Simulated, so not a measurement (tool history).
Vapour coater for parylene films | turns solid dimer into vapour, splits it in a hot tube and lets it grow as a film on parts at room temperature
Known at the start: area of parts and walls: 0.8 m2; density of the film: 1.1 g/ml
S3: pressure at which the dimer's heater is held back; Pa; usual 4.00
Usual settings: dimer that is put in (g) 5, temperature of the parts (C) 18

Run 1, hour 0.0: usual settings. Result: thickness of the film (nm) 3970.
Run 2, hour 25.9: usual settings. Result: thickness of the film (nm) 3960.
Run 3, hour 41.1: usual settings but S3 7.06 Pa. Result: thickness of the film (nm) 3460.
Run 4, hour 62.5: usual settings. Result: thickness of the film (nm) 3970.
Run 5, hour 82.7: usual settings but temperature of the parts (C) 15. Result: thickness of the film (nm) 4150.
Run 6, hour 98.0: usual settings but temperature of the parts (C) 15. Result: thickness of the film (nm) 4160.
Run 7, hour 125.8: usual settings but temperature of the parts (C) 15. Result: thickness of the film (nm) 4150.
Run 8, hour 145.1: usual settings but temperature of the parts (C) 15, S3 2.28 Pa. Result: thickness of the film (nm) 4690.
Run 9, hour 164.8: usual settings but temperature of the parts (C) 15, S3 6.63 Pa. Result: thickness of the film (nm) 3660.
Run 10, hour 178.1: usual settings but dimer that is put in (g) 3, temperature of the parts (C) 27. Result: thickness of the film (nm) 2030.
Run 11, hour 194.1: usual settings but dimer that is put in (g) 8, temperature of the parts (C) 16, S3 3.83 Pa. Result: thickness of the film (nm) 6530.
Run 12, hour 218.7: usual settings but dimer that is put in (g) 8, temperature of the parts (C) 16, S3 3.83 Pa. Result: thickness of the film (nm) 6520.
Run 13, hour 233.9: usual settings but dimer that is put in (g) 8, temperature of the parts (C) 16, S3 3.83 Pa. Result: thickness of the film (nm) 6510.
Run 14, hour 257.3: usual settings but temperature of the parts (C) 25. Result: thickness of the film (nm) 3470.
Run 15, hour 270.0: usual settings but temperature of the parts (C) 25. Result: thickness of the film (nm) 3480.
Run 16, hour 289.6: usual settings but dimer that is put in (g) 3, temperature of the parts (C) 25, S3 2.75 Pa. Result: thickness of the film (nm) 2270.
Run 17, hour 316.2: usual settings but dimer that is put in (g) 4, temperature of the parts (C) 24, S3 6.01 Pa. Result: thickness of the film (nm) 2560.
Run 18, hour 330.9: usual settings but dimer that is put in (g) 4, temperature of the parts (C) 24, S3 6.01 Pa. Result: thickness of the film (nm) 2570.

4 ways to go on from here, each from the tool as it stands after run 18. What would each give?
Run A, hour 353.7: usual settings but dimer that is put in (g) 3, temperature of the parts (C) 24, S3 6.01 Pa. Result: thickness of the film (nm) ?.
Run B, hour 353.7: usual settings but temperature of the parts (C) 30, S3 11.74 Pa. Result: thickness of the film (nm) ?.
Run C, hour 353.7: usual settings but dimer that is put in (g) 4, temperature of the parts (C) 24, S3 9.48 Pa. Result: thickness of the film (nm) ?.
Run D, hour 353.7: usual settings but dimer that is put in (g) 4, temperature of the parts (C) 24, S3 8.55 Pa. Result: thickness of the film (nm) ?.

run  thickness of the film (nm)
  A                        1900
  B                        2510
  C                        2300
  D                        2350
Without the tool's hidden state the same runs would have given:
run  thickness of the film (nm)
  A                        2020
  B                        2660
  C                        2440
  D                        2500
